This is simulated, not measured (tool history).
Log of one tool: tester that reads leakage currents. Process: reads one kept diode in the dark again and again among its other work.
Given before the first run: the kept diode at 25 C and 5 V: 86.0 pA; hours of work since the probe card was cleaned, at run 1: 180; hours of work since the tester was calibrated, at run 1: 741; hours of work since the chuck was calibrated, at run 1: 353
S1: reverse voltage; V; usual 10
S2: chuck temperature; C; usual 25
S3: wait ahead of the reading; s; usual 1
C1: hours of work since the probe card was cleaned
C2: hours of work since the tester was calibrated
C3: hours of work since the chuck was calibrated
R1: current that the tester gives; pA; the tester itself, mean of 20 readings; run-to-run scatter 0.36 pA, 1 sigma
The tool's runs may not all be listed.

Run 1, hour 0: usual settings; C1 180; C2 741; C3 353. Result: R1 117.74 pA.
Run 2, hour 51.3: usual settings; C1 209; C2 770; C3 381. Result: R1 118.54 pA.
Run 3, hour 99.2: usual settings; C1 236; C2 797; C3 408. Result: R1 118.69 pA.
Run 4, hour 129.5: usual settings but S3 2.4 s; C1 253; C2 814; C3 425. Result: R1 115.74 pA.
Run 5, hour 158.2: usual settings but S1 8 V; C1 269; C2 830; C3 441. Result: R1 107.56 pA.
Run 6, hour 182.8: usual settings but S1 8 V; C1 283; C2 843; C3 455. Result: R1 107.11 pA.
Run 7, hour 210.9: usual settings but S1 8 V; C1 298; C2 859; C3 471. Result: R1 107.2 pA.
Run 8, hour 249.4: usual settings but S1 8 V; C1 320; C2 881; C3 492. Result: R1 107.65 pA.
Run 9, hour 285: usual settings but S1 8 V; C1 340; C2 900; C3 512. Result: R1 106.99 pA.
Run 10, hour 322.2: usual settings but S1 8 V; C1 360; C2 921; C3 533. Result: R1 107.34 pA.
Run 11, hour 371.4: usual settings but S1 8 V; C1 388; C2 949; C3 560. Result: R1 107.32 pA.
Run 12, hour 394.1: usual settings but S2 37 C; C1 401; C2 961; C3 573. Result: R1 321.92 pA.
Run 13, hour 423.6: usual settings; C1 417; C2 978; C3 589. Result: R1 118.17 pA.
Run 14, hour 452.5: usual settings but S1 1.4 V, S3 0.32 s; C1 433; C2 994; C3 606. Result: R1 52.64 pA.
Run 15, hour 481.5: usual settings but S2 37 C, S3 0.39 s; C1 449; C2 1010; C3 622. Result: R1 326.68 pA.
Run 16, hour 519.4: usual settings but S1 18.9 V, S2 37 C, S3 0.61 s; C1 471; C2 1031; C3 643. Result: R1 425.01 pA.
Run 17, hour 548.7: usual settings but S1 18.9 V, S2 31 C, S3 4.17 s; C1 487; C2 1048; C3 659. Result: R1 252.05 pA.
Run 18, hour 589.8: usual settings but S1 19.8 V, S2 27 C, S3 4.17 s; C1 510; C2 1071; C3 682. Result: R1 182.83 pA.
Run 19, hour 632.2: usual settings but S1 19.8 V, S2 27 C, S3 4.17 s; C1 534; C2 1094; C3 706. Result: R1 181.98 pA.
Run 20, hour 683.6: usual settings but S1 1.4 V, S2 41 C, S3 1.86 s; C1 562; C2 1123; C3 735. Result: R1 196.13 pA.
Run 21, hour 732.7: usual settings but S1 3.3 V, S2 24 C, S3 9.41 s; C1 590; C2 1151; C3 762. Result: R1 66.69 pA.
Run 22, hour 776: usual settings but S1 2.4 V, S2 32 C, S3 2.84 s; C1 614; C2 1175; C3 786. Result: R1 116.75 pA.
Run 23, hour 828.8: usual settings but S1 2.4 V, S2 32 C, S3 2.84 s; C1 644; C2 1204; C3 816. Result: R1 116.63 pA.
Run 24, hour 875.4: usual settings but S1 2.4 V, S2 32 C, S3 2.84 s; C1 670; C2 1230; C3 842. Result: R1 116.55 pA.
Run 25, hour 928.8: usual settings but S1 2.4 V, S2 32 C, S3 2.84 s; C1 699; C2 1260; C3 872. Result: R1 116.88 pA.

Forecast each of these 5 alternatives for the next run:
Run A, hour 958.1: usual settings but S1 1.1 V, S2 22 C; C1 716; C2 1277; C3 888. Result: R1 ?.
Run B, hour 958.1: usual settings but S1 1.2 V, S3 0.31 s; C1 716; C2 1277; C3 888. Result: R1 ?.
Run C, hour 958.1: usual settings but S1 2.4 V, S2 32 C, S3 6.38 s; C1 716; C2 1277; C3 888. Result: R1 ?.
Run D, hour 958.1: usual settings but S1 19.7 V, S2 43 C, S3 2.84 s; C1 716; C2 1277; C3 888. Result: R1 ?.
Run E, hour 958.1: usual settings but S3 7.4 s; C1 716; C2 1277; C3 888. Result: R1 ?.

run      R1
  A   35.82
  B   49.26
  C  117.07
  D  691.14
  E  115.17
Stripped of hidden state, with their random variation kept, the same runs would have yielded:
run      R1
  A   35.85
  B    49.3
  C  117.16
  D  691.61
  E  115.22
